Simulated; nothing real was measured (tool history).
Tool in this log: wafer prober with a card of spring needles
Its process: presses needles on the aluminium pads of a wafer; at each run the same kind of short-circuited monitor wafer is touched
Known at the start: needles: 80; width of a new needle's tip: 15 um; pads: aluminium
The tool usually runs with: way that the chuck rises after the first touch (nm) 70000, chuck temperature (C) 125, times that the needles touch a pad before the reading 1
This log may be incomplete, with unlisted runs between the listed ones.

run   hour  way that the chuck rises after the first touch (nm)  chuck temperature (C)  times that the needles touch a pad before the reading  resistance of one needle with its contact and lead (mohm)  way that a needle slides on the pad (nm)
  1    0.0                                                70000                    125                                                      1                                                        207                                     11160
       2.4  -- tips cleaned on abrasive film
  2   13.4                                                70000                     39                                                      1                                                        187                                     11180
      16.8  -- tips cleaned on abrasive film
  3   28.2                                                70000                     39                                                      1                                                        188                                     11160
      30.8  -- tips cleaned on abrasive film
  4   42.3                                                70000                     39                                                      1                                                        189                                     11190
      45.2  -- tips cleaned on abrasive film
  5   56.2                                                70000                     89                                                      1                                                        200                                     11190
      59.7  -- tips cleaned on abrasive film
  6   65.9                                                70000                     89                                                      1                                                        198                                     11190
      73.8  -- tips cleaned on abrasive film
  7   73.8                                                70000                     89                                                      1                                                        197                                     11200
  8   82.6                                                70000                    125                                                      2                                                        204                                     11170
      87.8  -- tips cleaned on abrasive film
      88.1  -- height of the first contact set anew
  9   98.4                                                70000                    125                                                      1                                                        207                                     11170
     102.8  -- tips cleaned on abrasive film
 10  110.9                                                70000                    125                                                      1                                                        208                                     11200
     117.0  -- tips cleaned on abrasive film
 11  118.8                                                70000                    125                                                      1                                                        204                                     11180
 12  126.3                                                70000                    125                                                      1                                                        207                                     11210
     130.8  -- tips cleaned on abrasive film
 13  139.1                                                70000                    125                                                      1                                                        202                                     11200
     145.2  -- tips cleaned on abrasive film
 14  154.2                                                70000                    125                                                      1                                                        205                                     11170
     159.9  -- tips cleaned on abrasive film
 15  166.3                                                70000                    125                                                      1                                                        211                                     11190
 16  173.3                                                70000                    125                                                      1                                                        205                                     11200
     174.2  -- tips cleaned on abrasive film
     188.4  -- tips cleaned on abrasive film
 17  188.9                                                70000                    114                                                      2                                                        207                                     11190
 18  199.7                                                70000                    114                                                      2                                                        205                                     11170
     203.3  -- tips cleaned on abrasive film
 19  207.4                                                70000                    114                                                      2                                                        206                                     11200
     217.4  -- tips cleaned on abrasive film
 20  219.7                                                88000                     47                                                      2                                                        187                                     14070
 21  228.8                                                88000                     47                                                      2                                                        186                                     14070
     231.4  -- tips cleaned on abrasive film
     231.7  -- height of the first contact set anew
 22  244.2                                                74000                     47                                                      2                                                        190                                     11820
     246.1  -- tips cleaned on abrasive film
 23  255.0                                                74000                     47                                                      2                                                        188                                     11840
     260.4  -- tips cleaned on abrasive film
 24  263.1                                                60000                     34                                                      2                                                        189                                      9610
 25  272.6                                                60000                     34                                                      2                                                        190                                      9580
     274.7  -- tips cleaned on abrasive film
 26  281.7                                                63000                     26                                                      2                                                        187                                     10060
     289.1  -- tips cleaned on abrasive film
 27  289.8                                                63000                    108                                                      2                                                        203                                     10080

What if the next run were any one of these 5? Each begins from the tool's condition after run 27:
     303.8  -- tips cleaned on abrasive film
  A  304.1                                                70000                    125                                                      2                                                          ?                                         ?
     303.8  -- tips cleaned on abrasive film
  B  304.1                                                59000                     32                                                      2                                                          ?                                         ?
     303.8  -- tips cleaned on abrasive film
  C  304.1                                                74000                    105                                                      1                                                          ?                                         ?
     303.8  -- tips cleaned on abrasive film
  D  304.1                                                76000                     59                                                      3                                                          ?                                         ?
     303.8  -- tips cleaned on abrasive film
  E  304.1                                                52000                    125                                                      3                                                          ?                                         ?

run  resistance of one needle with its contact and lead (mohm)  way that a needle slides on the pad (nm)
  A                                                        207                                     11170
  B                                                        190                                      9440
  C                                                        202                                     11830
  D                                                        193                                     12150
  E                                                        215                                      8340
With no hidden state in the tool, these same runs would have given:
run  resistance of one needle with its contact and lead (mohm)  way that a needle slides on the pad (nm)
  A                                                        207                                     11170
  B                                                        190                                      9440
  C                                                        201                                     11830
  D                                                        193                                     12150
  E                                                        215                                      8340

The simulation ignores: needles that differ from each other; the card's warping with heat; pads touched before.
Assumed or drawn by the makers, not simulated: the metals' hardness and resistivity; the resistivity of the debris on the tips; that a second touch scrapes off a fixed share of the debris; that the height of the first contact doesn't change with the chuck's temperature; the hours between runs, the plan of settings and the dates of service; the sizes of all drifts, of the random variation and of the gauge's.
